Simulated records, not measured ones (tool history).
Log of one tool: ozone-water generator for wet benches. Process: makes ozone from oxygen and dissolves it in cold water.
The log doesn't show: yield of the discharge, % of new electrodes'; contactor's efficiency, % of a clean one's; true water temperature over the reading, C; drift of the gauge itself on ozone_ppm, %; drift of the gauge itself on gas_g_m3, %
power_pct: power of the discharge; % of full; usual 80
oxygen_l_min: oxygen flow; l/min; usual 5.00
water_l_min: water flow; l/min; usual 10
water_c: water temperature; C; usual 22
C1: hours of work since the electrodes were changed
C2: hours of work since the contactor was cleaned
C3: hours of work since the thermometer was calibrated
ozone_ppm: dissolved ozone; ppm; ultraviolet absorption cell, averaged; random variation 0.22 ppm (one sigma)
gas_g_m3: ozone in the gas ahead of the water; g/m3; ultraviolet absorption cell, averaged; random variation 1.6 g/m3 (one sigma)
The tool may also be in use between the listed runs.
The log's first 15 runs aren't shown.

run 16 day=101.312 | power_pct=63 oxygen_l_min=5.00 water_l_min=10 water_c=22 | C1=2393 C2=1392 C3=602 | ozone_ppm=26.8 gas_g_m3=252.5
run 17 day=109.104 | power_pct=69 oxygen_l_min=2.60 water_l_min=8 water_c=15 | C1=2519 C2=1519 C3=729 | ozone_ppm=39.7 gas_g_m3=364.4
run 18 day=114.033 | power_pct=94 oxygen_l_min=3.31 water_l_min=10 water_c=22 | C1=2600 C2=1599 C3=809 | ozone_ppm=38.3 gas_g_m3=430.3
run 19 day=121.146 | power_pct=51 oxygen_l_min=7.48 water_l_min=13 water_c=18 | C1=2715 C2=1714 C3=925 | ozone_ppm=19.0 gas_g_m3=173.6
run 20 day=128.838 | power_pct=89 oxygen_l_min=6.62 water_l_min=13 water_c=16 | C1=2841 C2=1840 C3=1050 | ozone_ppm=32.8 gas_g_m3=302.0
run 21 day=132.650 | power_pct=77 oxygen_l_min=7.12 water_l_min=11 water_c=21 | C1=2903 C2=1902 C3=1112 | ozone_ppm=29.4 gas_g_m3=258.4
run 22 day=139.592 | power_pct=77 oxygen_l_min=7.12 water_l_min=11 water_c=21 | C1=3016 C2=2015 C3=1225 | ozone_ppm=29.3 gas_g_m3=261.0
-- day=140.804 contactor cleaned
run 23 day=148.271 | power_pct=79 oxygen_l_min=8.99 water_l_min=10 water_c=21 | C1=3154 C2=121 C3=1363 | ozone_ppm=30.7 gas_g_m3=238.7
run 24 day=156.621 | power_pct=76 oxygen_l_min=2.66 water_l_min=8 water_c=21 | C1=3290 C2=257 C3=1499 | ozone_ppm=39.4 gas_g_m3=385.0
run 25 day=164.992 | power_pct=80 oxygen_l_min=3.49 water_l_min=10 water_c=22 | C1=3426 C2=394 C3=1635 | ozone_ppm=33.4 gas_g_m3=363.0
run 26 day=169.596 | power_pct=80 oxygen_l_min=3.49 water_l_min=10 water_c=22 | C1=3501 C2=469 C3=1710 | ozone_ppm=33.5 gas_g_m3=360.6
run 27 day=176.371 | power_pct=80 oxygen_l_min=3.49 water_l_min=10 water_c=22 | C1=3611 C2=579 C3=1821 | ozone_ppm=33.4 gas_g_m3=365.8
run 28 day=184.075 | power_pct=80 oxygen_l_min=3.49 water_l_min=10 water_c=22 | C1=3737 C2=704 C3=1946 | ozone_ppm=33.5 gas_g_m3=361.3
run 29 day=190.271 | power_pct=93 oxygen_l_min=3.49 water_l_min=12 water_c=22 | C1=3838 C2=805 C3=2047 | ozone_ppm=32.6 gas_g_m3=418.8
run 30 day=194.358 | power_pct=93 oxygen_l_min=3.49 water_l_min=10 water_c=22 | C1=3904 C2=871 C3=2113 | ozone_ppm=39.0 gas_g_m3=418.3
run 31 day=200.783 | power_pct=47 oxygen_l_min=6.09 water_l_min=10 water_c=15 | C1=4009 C2=976 C3=2218 | ozone_ppm=23.2 gas_g_m3=174.7
run 32 day=208.708 | power_pct=47 oxygen_l_min=6.09 water_l_min=10 water_c=15 | C1=4138 C2=1105 C3=2347 | ozone_ppm=23.7 gas_g_m3=176.7

Forecast each of these 5 alternatives for the next run:
run A day=212.550 | power_pct=47 oxygen_l_min=5.60 water_l_min=8 water_c=23 | C1=4200 C2=1167 C3=2409 | ozone_ppm=? gas_g_m3=?
run B day=212.550 | power_pct=78 oxygen_l_min=4.63 water_l_min=10 water_c=26 | C1=4200 C2=1167 C3=2409 | ozone_ppm=? gas_g_m3=?
run C day=212.550 | power_pct=47 oxygen_l_min=8.18 water_l_min=7 water_c=18 | C1=4200 C2=1167 C3=2409 | ozone_ppm=? gas_g_m3=?
run D day=212.550 | power_pct=90 oxygen_l_min=5.00 water_l_min=10 water_c=15 | C1=4200 C2=1167 C3=2409 | ozone_ppm=? gas_g_m3=?
run E day=212.550 | power_pct=56 oxygen_l_min=6.68 water_l_min=10 water_c=18 | C1=4200 C2=1167 C3=2409 | ozone_ppm=? gas_g_m3=?

run=A ozone_ppm=23.6 gas_g_m3=183.4
run=B ozone_ppm=30.2 gas_g_m3=315.4
run=C ozone_ppm=26.4 gas_g_m3=154.8
run=D ozone_ppm=42.3 gas_g_m3=341.2
run=E ozone_ppm=25.4 gas_g_m3=197.9
Without the tool's hidden state the same runs would have given:
run=A ozone_ppm=23.7 gas_g_m3=183.6
run=B ozone_ppm=30.2 gas_g_m3=315.8
run=C ozone_ppm=26.4 gas_g_m3=154.9
run=D ozone_ppm=42.4 gas_g_m3=341.7
run=E ozone_ppm=25.5 gas_g_m3=198.1

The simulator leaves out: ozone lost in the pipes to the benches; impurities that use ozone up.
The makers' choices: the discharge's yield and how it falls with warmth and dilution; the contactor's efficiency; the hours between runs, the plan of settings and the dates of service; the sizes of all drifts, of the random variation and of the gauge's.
